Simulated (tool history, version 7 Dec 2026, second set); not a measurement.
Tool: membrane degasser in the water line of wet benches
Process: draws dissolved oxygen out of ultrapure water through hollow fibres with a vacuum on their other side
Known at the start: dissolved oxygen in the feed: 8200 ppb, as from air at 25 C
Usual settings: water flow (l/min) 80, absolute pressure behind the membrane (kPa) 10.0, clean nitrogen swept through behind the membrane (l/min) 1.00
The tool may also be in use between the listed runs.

| run | hour | water flow (l/min) | absolute pressure behind the membrane (kPa) | clean nitrogen swept through behind the membrane (l/min) | dissolved oxygen in the water behind the degasser (ppb) | pressure that the water loses in the fibres (kPa) |
|---|---|---|---|---|---|---|
| 1 | 0.0 | 80 | 10.0 | 1.00 | 886.0 | 47.45 |
| 2 | 49.5 | 80 | 10.0 | 1.00 | 886.5 | 47.41 |
| 3 | 116.9 | 80 | 10.0 | 1.00 | 884.6 | 47.49 |
| 4 | 205.0 | 116 | 10.0 | 1.00 | 1129.9 | 68.81 |
| 5 | 294.0 | 116 | 10.0 | 1.00 | 1132.8 | 68.84 |
| 6 | 335.9 | 116 | 10.0 | 1.00 | 1131.4 | 68.85 |
| 7 | 382.0 | 48 | 10.0 | 1.00 | 609.2 | 28.53 |
| 8 | 434.4 | 48 | 10.0 | 1.00 | 606.5 | 28.54 |
| 9 | 479.4 | 48 | 10.0 | 1.00 | 607.4 | 28.51 |
| 10 | 518.7 | 80 | 10.0 | 1.09 | 839.5 | 47.56 |
| 11 | 601.6 | 80 | 10.0 | 1.09 | 834.8 | 47.79 |
| 12 | 670.1 | 80 | 10.0 | 1.09 | 840.1 | 47.70 |
| 13 | 750.0 | 80 | 10.0 | 2.42 | 488.4 | 47.98 |
| 14 | 816.7 | 80 | 10.0 | 2.42 | 489.9 | 47.94 |
| 15 | 854.4 | 80 | 10.0 | 2.42 | 490.0 | 47.67 |
| 16 | 908.9 | 80 | 10.0 | 2.42 | 491.7 | 47.93 |
| 17 | 966.5 | 80 | 10.0 | 2.42 | 490.0 | 47.96 |
| 18 | 1009.2 | 113 | 11.7 | 2.96 | 695.9 | 67.84 |
| 19 | 1084.9 | 80 | 9.0 | 1.12 | 717.2 | 47.91 |
| 20 | 1125.0 | 93 | 14.9 | 1.00 | 1555.8 | 55.74 |
| 21 | 1165.1 | 93 | 14.9 | 1.00 | 1549.3 | 55.86 |

Forecast run 22:
| 22 | 1228.2 | 93 | 14.9 | 1.00 | ? | ? |

Run 22 gave dissolved oxygen in the water behind the degasser (ppb) 1555.1, pressure that the water loses in the fibres (kPa) 55.77.
Without the tool's hidden state the same run would have given dissolved oxygen in the water behind the degasser (ppb) 1554.9, pressure that the water loses in the fibres (kPa) 55.02.

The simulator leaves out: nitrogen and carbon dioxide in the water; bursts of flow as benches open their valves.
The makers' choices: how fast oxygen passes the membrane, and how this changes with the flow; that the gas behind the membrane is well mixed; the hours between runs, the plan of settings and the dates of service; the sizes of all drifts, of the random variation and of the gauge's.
